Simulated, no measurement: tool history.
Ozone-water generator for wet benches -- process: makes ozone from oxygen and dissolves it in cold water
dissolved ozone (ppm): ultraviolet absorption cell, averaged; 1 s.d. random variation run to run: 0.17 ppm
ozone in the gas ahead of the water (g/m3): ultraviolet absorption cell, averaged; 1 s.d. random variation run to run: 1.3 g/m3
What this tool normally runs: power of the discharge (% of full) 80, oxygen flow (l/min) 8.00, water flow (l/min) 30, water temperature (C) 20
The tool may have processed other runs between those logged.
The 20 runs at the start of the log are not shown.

| run | hour | power of the discharge (% of full) | oxygen flow (l/min) | water flow (l/min) | water temperature (C) | dissolved ozone (ppm) | ozone in the gas ahead of the water (g/m3) |
|---|---|---|---|---|---|---|---|
| 21 | 1595.0 | 92 | 7.24 | 36 | 23 | 20.7 | 293.1 |
| 22 | 1648.0 | 80 | 8.00 | 30 | 15 | 24.2 | 243.0 |
| 23 | 1715.8 | 71 | 8.00 | 22 | 15 | 28.8 | 214.4 |
| 24 | 1784.2 | 80 | 6.78 | 30 | 20 | 22.2 | 262.8 |
| 25 | 1885.1 | 73 | 6.78 | 46 | 20 | 13.0 | 242.5 |
| 26 | 1938.3 | 73 | 6.78 | 36 | 13 | 18.4 | 243.7 |
| 27 | 2028.8 | 73 | 6.78 | 42 | 13 | 15.3 | 242.6 |
| 28 | 2113.9 | 99 | 4.46 | 44 | 24 | 16.8 | 403.1 |
| 29 | 2169.2 | 84 | 4.46 | 44 | 15 | 15.1 | 345.2 |
| 30 | 2257.8 | 52 | 12.05 | 41 | 17 | 11.6 | 129.1 |
| 31 | 2334.6 | 52 | 12.05 | 41 | 17 | 11.5 | 128.5 |
| 32 | 2433.2 | 80 | 8.35 | 30 | 20 | 22.4 | 235.7 |

5 ways to go on from here, each from the tool as it stands after run 32. What would each give?
| A | 2488.3 | 80 | 8.35 | 30 | 18 | ? | ? |
| B | 2488.3 | 41 | 8.00 | 28 | 21 | ? | ? |
| C | 2488.3 | 80 | 7.55 | 30 | 20 | ? | ? |
| D | 2488.3 | 72 | 8.00 | 30 | 20 | ? | ? |
| E | 2488.3 | 80 | 8.85 | 23 | 20 | ? | ? |

| run | dissolved ozone (ppm) | ozone in the gas ahead of the water (g/m3) |
|---|---|---|
| A | 23.3 | 235.7 |
| B | 12.5 | 129.8 |
| C | 22.4 | 249.8 |
| D | 20.3 | 220.3 |
| E | 28.3 | 229.5 |
With the hidden condition removed and each run's random variation left untouched, the same runs would have given:
| run | dissolved ozone (ppm) | ozone in the gas ahead of the water (g/m3) |
|---|---|---|
| A | 23.3 | 235.9 |
| B | 12.5 | 129.8 |
| C | 22.4 | 250.0 |
| D | 20.4 | 220.5 |
| E | 28.3 | 229.7 |

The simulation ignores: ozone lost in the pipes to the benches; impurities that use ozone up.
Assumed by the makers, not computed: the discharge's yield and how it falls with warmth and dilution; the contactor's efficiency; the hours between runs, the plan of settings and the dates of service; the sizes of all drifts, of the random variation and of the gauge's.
